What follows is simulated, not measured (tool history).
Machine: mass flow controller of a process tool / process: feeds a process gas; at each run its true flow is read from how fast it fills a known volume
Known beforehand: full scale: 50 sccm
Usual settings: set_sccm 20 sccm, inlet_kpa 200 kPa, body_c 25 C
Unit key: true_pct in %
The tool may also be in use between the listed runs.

{"run": 1, "hour": 0.0, "set_sccm": 20, "inlet_kpa": 200, "body_c": 25, "true_pct": 99.01}
{"run": 2, "hour": 97.0, "set_sccm": 32, "inlet_kpa": 200, "body_c": 25, "true_pct": 99.36}
{"run": 3, "hour": 211.1, "set_sccm": 32, "inlet_kpa": 200, "body_c": 25, "true_pct": 99.24}
{"run": 4, "hour": 406.6, "set_sccm": 32, "inlet_kpa": 200, "body_c": 25, "true_pct": 99.07}
{"run": 5, "hour": 511.5, "set_sccm": 32, "inlet_kpa": 200, "body_c": 25, "true_pct": 98.97}
{"run": 6, "hour": 725.8, "set_sccm": 20, "inlet_kpa": 228, "body_c": 25, "true_pct": 98.31}
{"run": 7, "hour": 903.2, "set_sccm": 17, "inlet_kpa": 200, "body_c": 25, "true_pct": 98.18}
{"run": 8, "hour": 1024.5, "set_sccm": 13, "inlet_kpa": 198, "body_c": 28, "true_pct": 97.59}
{"run": 9, "hour": 1179.5, "set_sccm": 9, "inlet_kpa": 184, "body_c": 20, "true_pct": 98.25}
{"run": 10, "hour": 1324.3, "set_sccm": 20, "inlet_kpa": 200, "body_c": 25, "true_pct": 97.92}
{"run": 11, "hour": 1464.4, "set_sccm": 20, "inlet_kpa": 200, "body_c": 26, "true_pct": 97.69}
{"run": 12, "hour": 1614.2, "set_sccm": 6, "inlet_kpa": 200, "body_c": 23, "true_pct": 97.36}

Below are 4 alternative next runs, each starting from the tool's condition after run 12. Predict each:
{"run": "A", "hour": 1784.5, "set_sccm": 12, "inlet_kpa": 161, "body_c": 36, "true_pct": "?"}
{"run": "B", "hour": 1784.5, "set_sccm": 13, "inlet_kpa": 147, "body_c": 33, "true_pct": "?"}
{"run": "C", "hour": 1784.5, "set_sccm": 44, "inlet_kpa": 222, "body_c": 36, "true_pct": "?"}
{"run": "D", "hour": 1784.5, "set_sccm": 40, "inlet_kpa": 200, "body_c": 32, "true_pct": "?"}

run=A true_pct=96.20
run=B true_pct=96.63
run=C true_pct=96.98
run=D true_pct=97.38
Take away the tool's hidden state, keep each run's random variation, and the runs would have read:
run=A true_pct=97.68
run=B true_pct=98.12
run=C true_pct=98.47
run=D true_pct=98.88
